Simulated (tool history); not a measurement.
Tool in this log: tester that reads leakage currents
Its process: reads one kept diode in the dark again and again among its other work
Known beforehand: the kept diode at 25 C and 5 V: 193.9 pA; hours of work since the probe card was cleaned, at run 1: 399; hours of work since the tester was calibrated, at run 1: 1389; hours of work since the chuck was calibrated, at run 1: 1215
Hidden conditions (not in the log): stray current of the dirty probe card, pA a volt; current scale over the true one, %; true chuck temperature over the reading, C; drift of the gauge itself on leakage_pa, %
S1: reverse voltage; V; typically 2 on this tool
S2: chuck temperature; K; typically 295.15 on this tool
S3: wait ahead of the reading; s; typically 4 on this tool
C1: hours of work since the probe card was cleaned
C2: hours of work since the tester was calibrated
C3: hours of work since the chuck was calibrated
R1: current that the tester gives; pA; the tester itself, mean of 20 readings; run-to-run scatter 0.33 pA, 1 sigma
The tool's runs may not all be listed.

run 1 hour=0 | S1=2 S2=295.15 S3=4 | C1=399 C2=1389 C3=1215 | R1=108.49
run 2 hour=25.4 | S1=2 S2=298.15 S3=4 | C1=411 C2=1401 C3=1228 | R1=138.7
run 3 hour=50.4 | S1=2 S2=298.15 S3=4 | C1=423 C2=1413 C3=1240 | R1=138.62
-- hour=58.5 chuck's temperature calibrated
run 4 hour=87.4 | S1=2 S2=298.15 S3=4 | C1=440 C2=1430 C3=14 | R1=138.68
run 5 hour=124.5 | S1=2 S2=298.15 S3=4 | C1=458 C2=1448 C3=32 | R1=138.56
run 6 hour=147.5 | S1=2 S2=298.15 S3=4 | C1=470 C2=1459 C3=43 | R1=138.81
run 7 hour=184.7 | S1=2 S2=298.15 S3=4 | C1=488 C2=1477 C3=61 | R1=138.75
run 8 hour=222 | S1=2 S2=298.15 S3=4 | C1=506 C2=1495 C3=79 | R1=138.93
run 9 hour=251.5 | S1=1.01 S2=295.15 S3=4 | C1=520 C2=1510 C3=94 | R1=83.87
run 10 hour=270.8 | S1=1.01 S2=295.15 S3=4 | C1=529 C2=1519 C3=103 | R1=84.14
run 11 hour=306.9 | S1=2.09 S2=295.15 S3=4 | C1=547 C2=1536 C3=120 | R1=110.13
run 12 hour=338.1 | S1=2.09 S2=295.15 S3=4 | C1=562 C2=1552 C3=136 | R1=109.82
run 13 hour=354.6 | S1=2 S2=294.15 S3=0.38 | C1=570 C2=1560 C3=144 | R1=100.65
run 14 hour=387.8 | S1=17.3 S2=307.15 S3=4 | C1=586 C2=1576 C3=160 | R1=620.84
run 15 hour=424.9 | S1=3.12 S2=315.15 S3=1.53 | C1=604 C2=1594 C3=178 | R1=604.93

What will run 16 give?
run 16 hour=454.6 | S1=10.1 S2=316.15 S3=3.14 | C1=618 C2=1608 C3=192 | R1=?

R1: 998.07 pA
If the tool had no hidden condition, the same run with the same run-to-run variation would have returned R1 997.83 pA.
